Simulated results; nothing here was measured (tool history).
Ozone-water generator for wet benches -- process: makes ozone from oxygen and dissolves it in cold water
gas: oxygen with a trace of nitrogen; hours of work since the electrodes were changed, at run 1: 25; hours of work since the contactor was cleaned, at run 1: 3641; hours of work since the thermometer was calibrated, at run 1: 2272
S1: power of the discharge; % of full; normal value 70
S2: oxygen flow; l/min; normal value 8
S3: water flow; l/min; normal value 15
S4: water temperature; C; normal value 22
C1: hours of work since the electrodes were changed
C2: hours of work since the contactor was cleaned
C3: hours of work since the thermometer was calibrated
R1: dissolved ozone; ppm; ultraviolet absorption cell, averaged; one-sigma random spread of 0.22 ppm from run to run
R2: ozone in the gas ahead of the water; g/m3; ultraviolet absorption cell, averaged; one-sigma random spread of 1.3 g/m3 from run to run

| run | hour | S1 | S2 | S3 | S4 | C1 | C2 | C3 | R1 | R2 |
|---|---|---|---|---|---|---|---|---|---|---|
| 1 | 0 | 70 | 8 | 15 | 22 | 25 | 3641 | 2272 | 31.9 | 236.1 |
| 2 | 24.9 | 70 | 8 | 12 | 22 | 50 | 3666 | 2296 | 36.8 | 235.7 |
| 3 | 57.2 | 70 | 8 | 12 | 22 | 82 | 3698 | 2328 | 36.9 | 237.7 |
| 4 | 76.3 | 70 | 8 | 12 | 21 | 101 | 3717 | 2347 | 37.8 | 237.3 |
| 5 | 102.7 | 70 | 8 | 15 | 17 | 127 | 3743 | 2373 | 35.2 | 240.1 |
| 6 | 119.9 | 70 | 8 | 15 | 22 | 144 | 3760 | 2390 | 32.3 | 240 |
| 7 | 155 | 99 | 8 | 15 | 22 | 179 | 3794 | 2425 | 43.8 | 332.1 |
| 8 | 172.2 | 70 | 8 | 15 | 22 | 196 | 3811 | 2442 | 31.7 | 240.8 |
| 9 | 211.7 | 70 | 8.23 | 15 | 22 | 235 | 3850 | 2481 | 31.8 | 234.3 |
| 10 | 231.5 | 70 | 8 | 19 | 22 | 254 | 3870 | 2500 | 26.7 | 237.6 |
| 11 | 251.5 | 70 | 8 | 12 | 22 | 274 | 3890 | 2520 | 37.1 | 239.9 |
| 12 | 275.9 | 70 | 8 | 15 | 16 | 298 | 3914 | 2544 | 35.9 | 240.4 |
| 13 | 299.9 | 70 | 8 | 15 | 16 | 322 | 3938 | 2568 | 35.9 | 239.5 |
| 14 | 334 | 70 | 8 | 15 | 16 | 356 | 3971 | 2602 | 35.9 | 239.8 |
| 15 | 363.2 | 70 | 8 | 15 | 16 | 385 | 4000 | 2631 | 35.8 | 237.5 |
| 16 | 392.6 | 70 | 8 | 15 | 16 | 414 | 4029 | 2660 | 36 | 240.7 |
| 17 | 425.6 | 70 | 8 | 15 | 18 | 446 | 4062 | 2692 | 34.4 | 240.1 |
| 18 | 467 | 94 | 8 | 15 | 16 | 487 | 4103 | 2733 | 47.7 | 319 |
| 19 | 491.7 | 48 | 10.02 | 15 | 22 | 512 | 4127 | 2758 | 20.5 | 144.6 |
| 20 | 513 | 48 | 10.02 | 15 | 22 | 533 | 4148 | 2779 | 20.5 | 146.8 |
| 21 | 537.5 | 97 | 5.05 | 24 | 22 | 557 | 4173 | 2803 | 31.3 | 442.3 |
| 22 | 576.1 | 42 | 11.51 | 13 | 15 | 595 | 4211 | 2841 | 22.4 | 118 |
| 23 | 599.3 | 70 | 4.86 | 15 | 22 | 618 | 4234 | 2864 | 36.2 | 335.8 |
| 24 | 616 | 70 | 4.86 | 15 | 22 | 634 | 4250 | 2881 | 36 | 332.1 |
| 25 | 645.8 | 87 | 4.86 | 11 | 29 | 664 | 4280 | 2910 | 48.5 | 410.3 |
| 26 | 669.4 | 84 | 4.98 | 15 | 22 | 687 | 4303 | 2934 | 42.5 | 392.3 |
| 27 | 699.7 | 84 | 4.98 | 15 | 22 | 717 | 4333 | 2963 | 42.8 | 388.3 |
| 28 | 729.8 | 79 | 4.98 | 9 | 22 | 747 | 4363 | 2993 | 57.3 | 367.8 |
| 29 | 748.4 | 63 | 12.37 | 21 | 19 | 765 | 4381 | 3012 | 21 | 166.4 |
| 30 | 781.7 | 93 | 8.43 | 15 | 17 | 798 | 4414 | 3045 | 44.9 | 309.7 |
| 31 | 815.2 | 66 | 8 | 19 | 22 | 832 | 4447 | 3078 | 25.2 | 228.7 |
|  | 821 | water thermometer calibrated |
| 32 | 840.6 | 43 | 8 | 14 | 22 | 856 | 4472 | 19 | 21 | 152.7 |
| 33 | 881.9 | 70 | 8 | 10 | 20 | 897 | 4513 | 60 | 42.9 | 244.7 |

Measured less the same run without the tool's hidden state. The same run-to-run variation is in both; the gauge's scatter may not be:
What the log doesn't record here: yield of the discharge, % of new electrodes'; contactor's efficiency, % of a clean one's; true water temperature over the reading, C; drift of the gauge itself on ozone_ppm, %; drift of the gauge itself on gas_g_m3, %.
| run | R2 |
|---|---|
| 1 | +0 |
| 2 | +0.2 |
| 3 | +0.3 |
| 4 | +0.5 |
| 5 | +0.7 |
| 6 | +0.8 |
| 7 | +1.4 |
| 8 | +1.2 |
| 9 | +1.3 |
| 10 | +1.6 |
| 11 | +1.7 |
| 12 | +1.9 |
| 13 | +2 |
| 14 | +2.2 |
| 15 | +2.4 |
| 16 | +2.6 |
| 17 | +2.8 |
| 18 | +4.1 |
| 19 | +1.9 |
| 20 | +2.1 |
| 21 | +6.5 |
| 22 | +1.9 |
| 23 | +5.5 |
| 24 | +5.6 |
| 25 | +7.2 |
| 26 | +7.2 |
| 27 | +7.4 |
| 28 | +7.3 |
| 29 | +3.4 |
| 30 | +6.5 |
| 31 | +5 |
| 32 | +3.5 |
| 33 | +5.8 |
R1: at most 0.1 ppm away from the measurement, every run.
